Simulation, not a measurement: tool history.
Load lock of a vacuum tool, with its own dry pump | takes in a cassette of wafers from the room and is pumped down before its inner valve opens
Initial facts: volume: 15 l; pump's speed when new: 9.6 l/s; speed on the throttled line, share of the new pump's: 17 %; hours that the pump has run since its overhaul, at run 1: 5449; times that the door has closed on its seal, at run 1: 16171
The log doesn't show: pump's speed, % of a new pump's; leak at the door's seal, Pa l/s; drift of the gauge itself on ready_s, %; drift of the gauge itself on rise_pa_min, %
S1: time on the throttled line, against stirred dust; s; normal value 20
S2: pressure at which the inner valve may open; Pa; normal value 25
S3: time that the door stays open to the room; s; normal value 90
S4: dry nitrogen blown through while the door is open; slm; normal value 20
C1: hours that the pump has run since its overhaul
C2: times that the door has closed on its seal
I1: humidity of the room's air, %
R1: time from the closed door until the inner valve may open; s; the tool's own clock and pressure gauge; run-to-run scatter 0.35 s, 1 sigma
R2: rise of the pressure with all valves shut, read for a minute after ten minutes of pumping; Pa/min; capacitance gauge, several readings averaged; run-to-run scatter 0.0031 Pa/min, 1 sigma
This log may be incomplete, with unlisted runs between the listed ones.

Run 1, hour 0: usual settings; C1 5449; C2 16171; I1 44.3. Result: R1 30 s, R2 0.103 Pa/min.
Run 2, hour 250.6: usual settings; C1 5699; C2 16805; I1 48.1. Result: R1 30.8 s, R2 0.108 Pa/min.
Run 3, hour 627.5: usual settings; C1 6076; C2 17758; I1 43.4. Result: R1 30.4 s, R2 0.102 Pa/min.
Run 4, hour 1210.6: usual settings; C1 6659; C2 19233; I1 45.6. Result: R1 30.6 s, R2 0.11 Pa/min.
Run 5, hour 1531.7: usual settings but S2 20 Pa; C1 6980; C2 20045; I1 46.4. Result: R1 31.8 s, R2 0.12 Pa/min.
Run 6, hour 1786.9: usual settings but S2 20 Pa; C1 7236; C2 20691; I1 49.4. Result: R1 31.5 s, R2 0.121 Pa/min.
Run 7, hour 2131.8: usual settings but S2 20 Pa; C1 7581; C2 21563; I1 43.4. Result: R1 31.1 s, R2 0.12 Pa/min.
Run 8, hour 2612.8: usual settings but S2 20 Pa, S3 75 s; C1 8062; C2 22779; I1 49.1. Result: R1 31.9 s, R2 0.124 Pa/min.
Run 9, hour 3085.7: usual settings but S2 20 Pa, S3 75 s; C1 8534; C2 23975; I1 45.2. Result: R1 31.2 s, R2 0.127 Pa/min.
Run 10, hour 3390.4: usual settings but S2 20 Pa, S3 75 s; C1 8839; C2 24746; I1 45.5. Result: R1 31.5 s, R2 0.131 Pa/min.
Run 11, hour 4010.4: usual settings but S1 18 s; C1 9459; C2 26314; I1 43.2. Result: R1 29.4 s, R2 0.138 Pa/min.
Run 12, hour 4563.8: usual settings but S1 18 s; C1 10013; C2 27714; I1 44.9. Result: R1 29.9 s, R2 0.15 Pa/min.
Run 13, hour 5030: usual settings but S1 12 s, S3 38 s; C1 10479; C2 28893; I1 43.8. Result: R1 25.1 s, R2 0.132 Pa/min.
Run 14, hour 5598.8: usual settings but S1 12 s, S2 19 Pa, S3 38 s; C1 11048; C2 30331; I1 43.7. Result: R1 26.4 s, R2 0.141 Pa/min.
Run 15, hour 5859.3: usual settings but S1 12 s, S2 19 Pa, S3 38 s; C1 11308; C2 30990; I1 45.6. Result: R1 25.6 s, R2 0.141 Pa/min.
Run 16, hour 6401.4: usual settings but S1 34 s; C1 11850; C2 32361; I1 44.8. Result: R1 42.4 s, R2 0.17 Pa/min.
Run 17, hour 6688.6: usual settings but S1 12 s, S2 35 Pa, S3 45 s, S4 4 slm; C1 12137; C2 33088; I1 46.1. Result: R1 25.6 s, R2 0.172 Pa/min.

For some of the steps in R1 from one run to the next: how much would appear even if the tool had no hidden state, given the settings, what came in and random variation, and how much remains for the hidden state plus any gauge scatter that the measured result and the result without hidden state don't share?
Run 15 -> 16: S1 12 -> 34, S2 19 -> 25, S3 38 -> 90. R1 +16.8 s: hidden state -0.8, all else +17.6.

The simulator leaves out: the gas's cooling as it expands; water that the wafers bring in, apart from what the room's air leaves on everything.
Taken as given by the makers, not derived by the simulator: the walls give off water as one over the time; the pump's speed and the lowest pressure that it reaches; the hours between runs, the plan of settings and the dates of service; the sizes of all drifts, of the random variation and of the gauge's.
